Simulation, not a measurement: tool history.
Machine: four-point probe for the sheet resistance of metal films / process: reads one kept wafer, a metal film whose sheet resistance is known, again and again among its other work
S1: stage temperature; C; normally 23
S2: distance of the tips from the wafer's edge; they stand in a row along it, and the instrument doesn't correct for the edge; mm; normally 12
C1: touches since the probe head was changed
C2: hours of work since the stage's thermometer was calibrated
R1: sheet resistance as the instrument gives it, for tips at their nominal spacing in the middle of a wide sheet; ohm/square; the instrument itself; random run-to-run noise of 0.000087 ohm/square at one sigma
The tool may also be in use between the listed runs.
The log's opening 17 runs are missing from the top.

run 18 hour=780.7 | S1=23 S2=42 | C1=89160 C2=1875 | R1=0.433748
run 19 hour=817.9 | S1=28 S2=12 | C1=90142 C2=1894 | R1=0.434576
run 20 hour=861.8 | S1=23 S2=12 | C1=91303 C2=1916 | R1=0.434407
run 21 hour=902.9 | S1=18 S2=36 | C1=92387 C2=1937 | R1=0.433857
run 22 hour=951.5 | S1=28 S2=12 | C1=93668 C2=1961 | R1=0.434738
run 23 hour=1007.1 | S1=21 S2=25 | C1=95136 C2=1989 | R1=0.433916
run 24 hour=1037.8 | S1=21 S2=25 | C1=95948 C2=2005 | R1=0.434115
run 25 hour=1097.1 | S1=31 S2=49 | C1=97512 C2=2035 | R1=0.433913

Run 26, settings as shown, results not yet in. Your forecast:
run 26 hour=1127.8 | S1=23 S2=24 | C1=98323 C2=2050 | R1=?

R1: 0.433882 ohm/square
If the tool had no hidden condition, the same run with the same run-to-run variation would have returned R1 0.433903 ohm/square.

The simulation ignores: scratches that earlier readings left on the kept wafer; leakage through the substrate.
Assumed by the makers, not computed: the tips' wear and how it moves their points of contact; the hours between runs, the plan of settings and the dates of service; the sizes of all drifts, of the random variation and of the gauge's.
